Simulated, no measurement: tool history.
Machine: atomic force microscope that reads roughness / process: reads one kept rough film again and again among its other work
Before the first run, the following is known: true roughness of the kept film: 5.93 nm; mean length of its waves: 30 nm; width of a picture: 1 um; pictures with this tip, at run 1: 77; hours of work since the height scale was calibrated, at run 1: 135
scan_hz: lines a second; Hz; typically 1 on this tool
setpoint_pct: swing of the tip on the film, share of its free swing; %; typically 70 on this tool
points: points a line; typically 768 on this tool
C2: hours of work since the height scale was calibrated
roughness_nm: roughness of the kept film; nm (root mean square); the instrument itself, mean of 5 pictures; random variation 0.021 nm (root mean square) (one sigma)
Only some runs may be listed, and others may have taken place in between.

run 1 hour=0 | scan_hz=1 setpoint_pct=70 points=768 | pictures_with_this_tip=77 C2=135 | roughness_nm=5.019
run 2 hour=6.4 | scan_hz=1 setpoint_pct=70 points=768 | pictures_with_this_tip=84 C2=139 | roughness_nm=5.053
-- hour=9.5 new tip fitted
run 3 hour=11 | scan_hz=1 setpoint_pct=70 points=768 | pictures_with_this_tip=1 C2=141 | roughness_nm=5.045
run 4 hour=16.5 | scan_hz=1 setpoint_pct=88 points=768 | pictures_with_this_tip=7 C2=145 | roughness_nm=4.741
run 5 hour=23.4 | scan_hz=1 setpoint_pct=63 points=768 | pictures_with_this_tip=14 C2=149 | roughness_nm=5.085
run 6 hour=31.2 | scan_hz=1 setpoint_pct=63 points=768 | pictures_with_this_tip=23 C2=154 | roughness_nm=5.116
run 7 hour=35.7 | scan_hz=1 setpoint_pct=63 points=768 | pictures_with_this_tip=27 C2=157 | roughness_nm=5.075
run 8 hour=45.6 | scan_hz=1 setpoint_pct=56 points=768 | pictures_with_this_tip=38 C2=163 | roughness_nm=5.143
run 9 hour=51.1 | scan_hz=1 setpoint_pct=70 points=290 | pictures_with_this_tip=44 C2=167 | roughness_nm=4.951
run 10 hour=57.9 | scan_hz=1 setpoint_pct=70 points=290 | pictures_with_this_tip=51 C2=171 | roughness_nm=4.971
run 11 hour=66.4 | scan_hz=1 setpoint_pct=70 points=290 | pictures_with_this_tip=60 C2=177 | roughness_nm=4.963
run 12 hour=73.9 | scan_hz=1 setpoint_pct=70 points=768 | pictures_with_this_tip=68 C2=181 | roughness_nm=5.001
run 13 hour=83.4 | scan_hz=1.01 setpoint_pct=70 points=768 | pictures_with_this_tip=78 C2=188 | roughness_nm=5.037
run 14 hour=88.8 | scan_hz=3.37 setpoint_pct=70 points=768 | pictures_with_this_tip=84 C2=191 | roughness_nm=4.59
-- hour=91.6 new tip fitted
run 15 hour=93.9 | scan_hz=3.37 setpoint_pct=70 points=768 | pictures_with_this_tip=2 C2=194 | roughness_nm=4.611
run 16 hour=99.8 | scan_hz=3.37 setpoint_pct=70 points=768 | pictures_with_this_tip=8 C2=198 | roughness_nm=4.621
run 17 hour=109.3 | scan_hz=3.37 setpoint_pct=70 points=768 | pictures_with_this_tip=18 C2=204 | roughness_nm=4.632
run 18 hour=115.3 | scan_hz=3.37 setpoint_pct=80 points=768 | pictures_with_this_tip=25 C2=207 | roughness_nm=4.271
run 19 hour=122.4 | scan_hz=3.37 setpoint_pct=57 points=768 | pictures_with_this_tip=32 C2=212 | roughness_nm=4.922
run 20 hour=128.3 | scan_hz=3.37 setpoint_pct=57 points=768 | pictures_with_this_tip=39 C2=216 | roughness_nm=4.909
run 21 hour=135.8 | scan_hz=1 setpoint_pct=70 points=768 | pictures_with_this_tip=47 C2=221 | roughness_nm=5.04
run 22 hour=140.8 | scan_hz=1 setpoint_pct=70 points=467 | pictures_with_this_tip=52 C2=224 | roughness_nm=5.048
run 23 hour=147.3 | scan_hz=1 setpoint_pct=70 points=467 | pictures_with_this_tip=59 C2=228 | roughness_nm=5.007
run 24 hour=156.1 | scan_hz=1 setpoint_pct=70 points=467 | pictures_with_this_tip=68 C2=234 | roughness_nm=4.994
run 25 hour=162.7 | scan_hz=1 setpoint_pct=70 points=467 | pictures_with_this_tip=75 C2=238 | roughness_nm=5.02
run 26 hour=167 | scan_hz=1.96 setpoint_pct=62 points=878 | pictures_with_this_tip=80 C2=240 | roughness_nm=4.981
run 27 hour=171.5 | scan_hz=1.96 setpoint_pct=62 points=878 | pictures_with_this_tip=85 C2=243 | roughness_nm=4.978
-- hour=173.7 new tip fitted
run 28 hour=176.7 | scan_hz=1.96 setpoint_pct=62 points=258 | pictures_with_this_tip=3 C2=246 | roughness_nm=4.903
run 29 hour=183.2 | scan_hz=1 setpoint_pct=70 points=265 | pictures_with_this_tip=10 C2=250 | roughness_nm=4.969
run 30 hour=188.5 | scan_hz=1 setpoint_pct=70 points=265 | pictures_with_this_tip=15 C2=254 | roughness_nm=4.954
run 31 hour=196.3 | scan_hz=1 setpoint_pct=70 points=265 | pictures_with_this_tip=24 C2=259 | roughness_nm=4.907
run 32 hour=201.3 | scan_hz=1.54 setpoint_pct=80 points=732 | pictures_with_this_tip=29 C2=262 | roughness_nm=4.733
run 33 hour=208.6 | scan_hz=0.64 setpoint_pct=87 points=888 | pictures_with_this_tip=37 C2=267 | roughness_nm=4.911
run 34 hour=215.1 | scan_hz=1.56 setpoint_pct=87 points=639 | pictures_with_this_tip=44 C2=271 | roughness_nm=4.537
run 35 hour=222.7 | scan_hz=1.56 setpoint_pct=87 points=639 | pictures_with_this_tip=52 C2=276 | roughness_nm=4.537
run 36 hour=232.1 | scan_hz=1.41 setpoint_pct=85 points=605 | pictures_with_this_tip=62 C2=282 | roughness_nm=4.624
run 37 hour=237.3 | scan_hz=1.41 setpoint_pct=85 points=605 | pictures_with_this_tip=67 C2=285 | roughness_nm=4.63
run 38 hour=241.5 | scan_hz=1 setpoint_pct=70 points=317 | pictures_with_this_tip=72 C2=288 | roughness_nm=4.969
run 39 hour=248.9 | scan_hz=0.63 setpoint_pct=57 points=468 | pictures_with_this_tip=80 C2=292 | roughness_nm=5.156
run 40 hour=253.3 | scan_hz=1 setpoint_pct=71 points=528 | pictures_with_this_tip=84 C2=295 | roughness_nm=5.028
-- hour=256.2 new tip fitted
run 41 hour=259.9 | scan_hz=1 setpoint_pct=71 points=528 | pictures_with_this_tip=4 C2=299 | roughness_nm=5.039
run 42 hour=267.1 | scan_hz=0.84 setpoint_pct=88 points=274 | pictures_with_this_tip=12 C2=304 | roughness_nm=4.755
run 43 hour=273.7 | scan_hz=1 setpoint_pct=73 points=471 | pictures_with_this_tip=19 C2=308 | roughness_nm=4.952
run 44 hour=281.6 | scan_hz=1.68 setpoint_pct=62 points=338 | pictures_with_this_tip=27 C2=313 | roughness_nm=5.007
run 45 hour=290 | scan_hz=1 setpoint_pct=84 points=378 | pictures_with_this_tip=36 C2=318 | roughness_nm=4.822
run 46 hour=294.6 | scan_hz=1 setpoint_pct=84 points=378 | pictures_with_this_tip=41 C2=321 | roughness_nm=4.812

Predict each of these 3 candidate next runs independently; none follows another, all start after run 46:
run A hour=302.4 | scan_hz=1 setpoint_pct=65 points=338 | pictures_with_this_tip=49 C2=326 | roughness_nm=?
run B hour=302.4 | scan_hz=1.75 setpoint_pct=61 points=639 | pictures_with_this_tip=49 C2=326 | roughness_nm=?
run C hour=302.4 | scan_hz=0.54 setpoint_pct=68 points=429 | pictures_with_this_tip=49 C2=326 | roughness_nm=?

run=A roughness_nm=5.022
run=B roughness_nm=5.026
run=C roughness_nm=5.09
Without the tool's hidden state the same runs would have given:
run=A roughness_nm=5.031
run=B roughness_nm=5.036
run=C roughness_nm=5.1

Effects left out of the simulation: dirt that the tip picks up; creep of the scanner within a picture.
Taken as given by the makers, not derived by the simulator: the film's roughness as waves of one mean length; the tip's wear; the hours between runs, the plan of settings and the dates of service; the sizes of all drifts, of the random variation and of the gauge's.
